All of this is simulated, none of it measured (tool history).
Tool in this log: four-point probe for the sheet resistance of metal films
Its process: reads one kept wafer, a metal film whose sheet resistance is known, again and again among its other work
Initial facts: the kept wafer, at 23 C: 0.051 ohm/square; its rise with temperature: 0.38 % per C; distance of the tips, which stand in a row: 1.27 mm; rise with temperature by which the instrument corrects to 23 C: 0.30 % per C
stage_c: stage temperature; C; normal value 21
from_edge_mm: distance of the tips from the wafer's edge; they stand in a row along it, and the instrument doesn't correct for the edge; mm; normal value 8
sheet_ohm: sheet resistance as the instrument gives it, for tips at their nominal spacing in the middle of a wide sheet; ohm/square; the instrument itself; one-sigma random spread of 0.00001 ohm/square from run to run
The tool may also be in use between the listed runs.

run 1 day=0.000 | stage_c=21 from_edge_mm=8 | sheet_ohm=0.052031
run 2 day=0.954 | stage_c=21 from_edge_mm=7 | sheet_ohm=0.052255
-- day=1.842 new probe head fitted
run 3 day=2.162 | stage_c=21 from_edge_mm=51 | sheet_ohm=0.050863
run 4 day=2.900 | stage_c=21 from_edge_mm=8 | sheet_ohm=0.051557
run 5 day=3.704 | stage_c=21 from_edge_mm=8 | sheet_ohm=0.051543
run 6 day=4.900 | stage_c=21 from_edge_mm=8 | sheet_ohm=0.051568
run 7 day=6.158 | stage_c=21 from_edge_mm=8 | sheet_ohm=0.051584
run 8 day=7.379 | stage_c=21 from_edge_mm=8 | sheet_ohm=0.051579
run 9 day=8.417 | stage_c=27 from_edge_mm=8 | sheet_ohm=0.051843
run 10 day=9.371 | stage_c=21 from_edge_mm=8 | sheet_ohm=0.051608
run 11 day=10.442 | stage_c=21 from_edge_mm=8 | sheet_ohm=0.051599
run 12 day=11.458 | stage_c=21 from_edge_mm=8 | sheet_ohm=0.051618
run 13 day=12.271 | stage_c=27 from_edge_mm=11 | sheet_ohm=0.051533
run 14 day=12.942 | stage_c=27 from_edge_mm=11 | sheet_ohm=0.051546
run 15 day=13.908 | stage_c=27 from_edge_mm=43 | sheet_ohm=0.051221
run 16 day=14.550 | stage_c=27 from_edge_mm=43 | sheet_ohm=0.051212
run 17 day=15.754 | stage_c=22 from_edge_mm=30 | sheet_ohm=0.051064
run 18 day=16.900 | stage_c=24 from_edge_mm=9 | sheet_ohm=0.051655
run 19 day=17.883 | stage_c=32 from_edge_mm=3 | sheet_ohm=0.055915

What will run 20 give?
run 20 day=19.025 | stage_c=21 from_edge_mm=47 | sheet_ohm=?

{"run 20": {"sheet_ohm": 0.051051}}
Were there no unlogged condition in the tool, this run, its random variation unchanged, would have produced sheet_ohm 0.050960 ohm/square.

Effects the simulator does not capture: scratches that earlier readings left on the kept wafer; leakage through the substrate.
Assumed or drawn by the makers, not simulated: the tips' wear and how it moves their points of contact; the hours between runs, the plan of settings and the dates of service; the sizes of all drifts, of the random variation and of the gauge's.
